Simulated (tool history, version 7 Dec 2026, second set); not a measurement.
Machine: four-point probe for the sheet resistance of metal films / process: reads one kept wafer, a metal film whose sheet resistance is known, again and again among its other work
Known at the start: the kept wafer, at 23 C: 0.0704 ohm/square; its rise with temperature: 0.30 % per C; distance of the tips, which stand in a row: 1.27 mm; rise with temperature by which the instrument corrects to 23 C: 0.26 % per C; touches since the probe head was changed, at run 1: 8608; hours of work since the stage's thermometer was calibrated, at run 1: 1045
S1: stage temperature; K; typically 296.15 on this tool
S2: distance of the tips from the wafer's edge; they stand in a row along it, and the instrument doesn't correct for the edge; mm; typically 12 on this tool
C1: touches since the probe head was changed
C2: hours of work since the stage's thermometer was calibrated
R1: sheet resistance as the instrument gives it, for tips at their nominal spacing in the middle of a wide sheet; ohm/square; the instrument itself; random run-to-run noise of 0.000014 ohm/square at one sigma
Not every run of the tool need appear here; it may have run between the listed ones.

Run 1, hour 0: usual settings; C1 8608; C2 1045. Result: R1 0.07044 ohm/square.
Run 2, hour 93.8: usual settings; C1 12490; C2 1092. Result: R1 0.07038 ohm/square.
Run 3, hour 213.8: usual settings; C1 17455; C2 1151. Result: R1 0.070316 ohm/square.
Run 4, hour 287.5: usual settings but S1 300.15 K; C1 20505; C2 1187. Result: R1 0.070387 ohm/square.
Run 5, hour 372.1: usual settings but S1 300.15 K; C1 24009; C2 1229. Result: R1 0.070317 ohm/square.
Run 6, hour 489.5: usual settings; C1 28865; C2 1286. Result: R1 0.070121 ohm/square.
Run 7, hour 581.2: usual settings but S1 294.15 K; C1 32661; C2 1332. Result: R1 0.070009 ohm/square.
Run 8, hour 691.9: usual settings but S1 301.15 K, S2 10 mm; C1 37243; C2 1386. Result: R1 0.07032 ohm/square.
Run 9, hour 769.2: usual settings but S1 301.15 K, S2 10 mm; C1 40444; C2 1424. Result: R1 0.070256 ohm/square.
Run 10, hour 847.9: usual settings but S1 301.15 K, S2 10 mm; C1 43698; C2 1463. Result: R1 0.070244 ohm/square.
At hour 859.9: stage's thermometer calibrated.
Run 11, hour 932.1: usual settings but S1 294.15 K, S2 43 mm; C1 47165; C2 36. Result: R1 0.069426 ohm/square.
Run 12, hour 1050.5: usual settings but S1 294.15 K, S2 43 mm; C1 52065; C2 94. Result: R1 0.069334 ohm/square.
Run 13, hour 1152.4: usual settings but S1 295.15 K, S2 6 mm; C1 56280; C2 144. Result: R1 0.070924 ohm/square.
At hour 1220.2: stage's thermometer calibrated, once more.
Run 14, hour 1233.8: usual settings but S1 295.15 K, S2 56 mm; C1 59630; C2 7. Result: R1 0.069188 ohm/square.

4 options for the next run, each taken on its own from the tool as it stands now. Forecast them:
Run A, hour 1310.5: usual settings but S2 4 mm; C1 62802; C2 44. Result: R1 ?.
Run B, hour 1310.5: usual settings but S1 305.15 K, S2 22 mm; C1 62802; C2 44. Result: R1 ?.
Run C, hour 1310.5: usual settings but S1 294.15 K, S2 5 mm; C1 62802; C2 44. Result: R1 ?.
Run D, hour 1310.5: usual settings but S2 5 mm; C1 62802; C2 44. Result: R1 ?.

run        R1
  A  0.072689
  B  0.069505
  C  0.071377
  D   0.07143
Take away the tool's hidden state, keep each run's random variation, and the runs would have read:
run        R1
  A  0.074026
  B   0.07079
  C  0.072692
  D  0.072746

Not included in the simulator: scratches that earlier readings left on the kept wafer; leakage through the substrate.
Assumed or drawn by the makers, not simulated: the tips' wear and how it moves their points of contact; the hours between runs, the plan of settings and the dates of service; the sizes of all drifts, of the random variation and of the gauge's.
